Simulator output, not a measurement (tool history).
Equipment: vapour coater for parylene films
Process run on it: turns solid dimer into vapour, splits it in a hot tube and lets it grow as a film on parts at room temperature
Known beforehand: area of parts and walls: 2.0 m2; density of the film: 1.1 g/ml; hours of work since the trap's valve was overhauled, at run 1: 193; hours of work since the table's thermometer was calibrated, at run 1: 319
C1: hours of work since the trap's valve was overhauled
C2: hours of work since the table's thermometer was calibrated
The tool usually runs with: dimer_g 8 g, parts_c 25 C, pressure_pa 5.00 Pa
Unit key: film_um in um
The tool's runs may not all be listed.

run 1 day=0.000 | dimer_g=8 parts_c=25 pressure_pa=5.00 | C1=193 C2=319 | film_um=2.32
run 2 day=2.767 | dimer_g=8 parts_c=25 pressure_pa=5.00 | C1=230 C2=356 | film_um=2.29
run 3 day=5.962 | dimer_g=8 parts_c=25 pressure_pa=5.00 | C1=273 C2=398 | film_um=2.25
run 4 day=8.758 | dimer_g=8 parts_c=25 pressure_pa=5.00 | C1=310 C2=436 | film_um=2.22
-- day=10.171 trap's valve overhauled
run 5 day=11.271 | dimer_g=8 parts_c=25 pressure_pa=5.00 | C1=15 C2=467 | film_um=2.54
run 6 day=13.104 | dimer_g=8 parts_c=25 pressure_pa=5.00 | C1=39 C2=492 | film_um=2.52
run 7 day=15.542 | dimer_g=8 parts_c=25 pressure_pa=5.00 | C1=72 C2=525 | film_um=2.44
run 8 day=16.983 | dimer_g=8 parts_c=25 pressure_pa=5.00 | C1=91 C2=544 | film_um=2.42
run 9 day=18.683 | dimer_g=8 parts_c=25 pressure_pa=5.00 | C1=114 C2=567 | film_um=2.40
run 10 day=21.846 | dimer_g=8 parts_c=25 pressure_pa=5.00 | C1=156 C2=609 | film_um=2.43

Forecast run 11:
run 11 day=24.854 | dimer_g=8 parts_c=25 pressure_pa=2.05 | C1=197 C2=649 | film_um=?

film_um: 2.45 um
With no hidden state in the tool, this same run would have given film_um 2.64 um.
